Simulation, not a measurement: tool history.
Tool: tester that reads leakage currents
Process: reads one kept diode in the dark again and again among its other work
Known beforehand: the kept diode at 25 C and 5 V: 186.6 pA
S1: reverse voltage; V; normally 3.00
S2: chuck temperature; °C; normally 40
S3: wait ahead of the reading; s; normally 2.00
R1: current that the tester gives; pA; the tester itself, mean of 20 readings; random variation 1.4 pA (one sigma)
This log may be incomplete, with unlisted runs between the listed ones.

Run 1, hour 0.0: usual settings. Result: R1 388.81 pA.
Run 2, hour 40.8: usual settings but S3 0.66 s. Result: R1 389.49 pA.
Run 3, hour 65.8: usual settings but S2 44 °C. Result: R1 525.07 pA.
Run 4, hour 101.9: usual settings but S2 44 °C. Result: R1 522.59 pA.
Run 5, hour 126.4: usual settings but S2 44 °C. Result: R1 520.18 pA.
Run 6, hour 169.7: usual settings. Result: R1 383.68 pA.
Run 7, hour 198.4: usual settings. Result: R1 380.61 pA.
Run 8, hour 243.4: usual settings. Result: R1 379.89 pA.
Run 9, hour 291.3: usual settings. Result: R1 377.33 pA.
At hour 299.4: chuck's temperature calibrated.
Run 10, hour 323.9: usual settings. Result: R1 335.67 pA.
Run 11, hour 351.6: usual settings. Result: R1 334.73 pA.
Run 12, hour 389.7: usual settings but S2 36 °C. Result: R1 243.72 pA.
Run 13, hour 433.1: usual settings but S2 36 °C. Result: R1 242.84 pA.
Run 14, hour 482.5: usual settings but S2 36 °C. Result: R1 242.65 pA.
Run 15, hour 539.6: usual settings but S3 0.38 s. Result: R1 330.02 pA.
Run 16, hour 574.7: usual settings but S1 2.30 V. Result: R1 280.91 pA.
Run 17, hour 614.7: usual settings but S1 2.30 V. Result: R1 277.83 pA.
At hour 643.6: chuck's temperature calibrated, once more.
Run 18, hour 655.0: usual settings but S1 2.30 V. Result: R1 386.68 pA.
Run 19, hour 710.9: usual settings but S1 2.30 V. Result: R1 387.00 pA.
Run 20, hour 743.3: usual settings but S1 2.30 V. Result: R1 386.53 pA.
Run 21, hour 775.1: usual settings but S1 8.72 V, S3 0.57 s. Result: R1 851.57 pA.
Run 22, hour 805.2: usual settings but S1 8.72 V, S3 0.57 s. Result: R1 849.43 pA.
Run 23, hour 837.3: usual settings but S1 1.19 V, S3 2.17 s. Result: R1 258.86 pA.
Run 24, hour 880.6: usual settings but S1 7.01 V, S2 48 °C, S3 0.38 s. Result: R1 1333.95 pA.
Run 25, hour 914.5: usual settings but S1 7.01 V, S2 48 °C, S3 0.38 s. Result: R1 1326.78 pA.
Run 26, hour 957.2: usual settings but S1 2.02 V, S2 32 °C, S3 4.56 s. Result: R1 187.62 pA.
Run 27, hour 1006.6: usual settings but S1 17.86 V, S2 44 °C. Result: R1 1714.21 pA.
Run 28, hour 1040.5: usual settings but S1 17.86 V, S2 44 °C. Result: R1 1709.82 pA.
Run 29, hour 1087.9: usual settings but S1 17.86 V, S2 44 °C. Result: R1 1702.48 pA.
Run 30, hour 1134.0: usual settings but S1 17.86 V, S2 44 °C. Result: R1 1696.93 pA.
Run 31, hour 1166.1: usual settings but S1 17.86 V, S2 44 °C. Result: R1 1691.50 pA.
Run 32, hour 1223.3: usual settings but S1 17.86 V, S2 44 °C. Result: R1 1686.05 pA.
Run 33, hour 1248.8: usual settings but S1 2.11 V, S2 39 °C, S3 0.41 s. Result: R1 324.44 pA.
Run 34, hour 1301.9: usual settings but S1 2.11 V, S2 39 °C, S3 0.41 s. Result: R1 323.43 pA.
Run 35, hour 1349.1: usual settings but S1 2.11 V, S2 39 °C, S3 0.41 s. Result: R1 320.79 pA.
Run 36, hour 1377.9: usual settings but S2 31 °C. Result: R1 210.65 pA.
Run 37, hour 1422.0: usual settings but S1 1.21 V, S2 36 °C, S3 2.63 s. Result: R1 181.28 pA.
Run 38, hour 1457.6: usual settings but S1 2.15 V, S3 7.50 s. Result: R1 346.01 pA.
Run 39, hour 1501.1: usual settings but S3 3.66 s. Result: R1 419.80 pA.
Run 40, hour 1527.2: usual settings but S1 11.79 V, S2 22 °C, S3 0.61 s. Result: R1 229.42 pA.

Branching from run 40: 4 alternative next runs. What would each branch give?
Run A, hour 1583.7: usual settings but S1 2.08 V, S2 32 °C, S3 0.61 s. Result: R1 ?.
Run B, hour 1583.7: usual settings but S1 4.11 V, S2 36 °C, S3 0.39 s. Result: R1 ?.
Run C, hour 1583.7: usual settings but S1 10.51 V, S2 60 °C, S3 0.61 s. Result: R1 ?.
Run D, hour 1583.7: usual settings but S1 6.72 V, S2 22 °C, S3 0.73 s. Result: R1 ?.

run       R1
  A   180.26
  B   370.90
  C  3688.61
  D   161.06
Without the tool's unlogged condition, the same runs would have read:
run       R1
  A   197.37
  B   405.17
  C  3998.30
  D   174.22
